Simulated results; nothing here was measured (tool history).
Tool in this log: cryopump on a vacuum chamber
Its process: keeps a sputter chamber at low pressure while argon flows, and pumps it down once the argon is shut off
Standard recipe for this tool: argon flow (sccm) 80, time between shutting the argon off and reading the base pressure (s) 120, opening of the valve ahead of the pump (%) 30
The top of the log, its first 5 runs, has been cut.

run,day,argon flow (sccm),time between shutting the argon off and reading the base pressure (s),opening of the valve ahead of the pump (%),pressure while argon flows (Pa),pressure after the wait (uPa)
6,7.308,80,120,23,0.3057,0.92
7,8.888,80,120,23,0.3074,0.87
8,9.925,80,120,23,0.3065,0.92
9,10.888,80,120,23,0.3056,0.94
10,12.058,80,120,30,0.2372,0.93
11,14.15,80,120,30,0.2407,0.93
12,16.258,80,120,30,0.2395,0.92
13,18.35,80,120,30,0.2409,0.98
14,20.625,80,120,30,0.2419,1.04
15,21.796,80,120,30,0.2426,1.01
# day 23.375: pump warmed up, emptied and cooled again
16,23.821,80,114,37,0.1851,0.9
17,24.867,80,54,21,0.3243,1.58
18,26.696,80,54,21,0.326,1.58
19,28.529,93,31,29,0.2744,2.49
20,29.829,117,22,30,0.3314,3.24
21,31.708,56,120,30,0.161,1.02
22,32.971,45,37,29,0.1335,2.21
23,35.271,45,37,29,0.1331,2.3
24,37.125,125,108,17,0.629,1.1
25,38.517,125,108,17,0.6298,1.02
26,39.758,80,220,23,0.2999,0.83
27,41.812,80,119,24,0.2892,1.05
28,43.35,80,119,24,0.2887,1.11
29,45,126,89,34,0.3271,1.26
30,46.15,45,120,18,0.2142,1.06

4 ways to go on from here, each from the tool as it stands after run 30. What would each give?
A,47.992,159,26,39,?,?
B,47.992,41,162,28,?,?
C,47.992,159,211,31,?,?
D,47.992,37,21,59,?,?

run,pressure while argon flows (Pa),pressure after the wait (uPa)
A,0.3593,2.95
B,0.1275,0.93
C,0.4511,0.87
D,0.0565,3.63
With the hidden condition removed and each run's random variation left untouched, the same runs would have given:
run,pressure while argon flows (Pa),pressure after the wait (uPa)
A,0.3432,2.53
B,0.1234,0.51
C,0.4349,0.45
D,0.0528,3.21

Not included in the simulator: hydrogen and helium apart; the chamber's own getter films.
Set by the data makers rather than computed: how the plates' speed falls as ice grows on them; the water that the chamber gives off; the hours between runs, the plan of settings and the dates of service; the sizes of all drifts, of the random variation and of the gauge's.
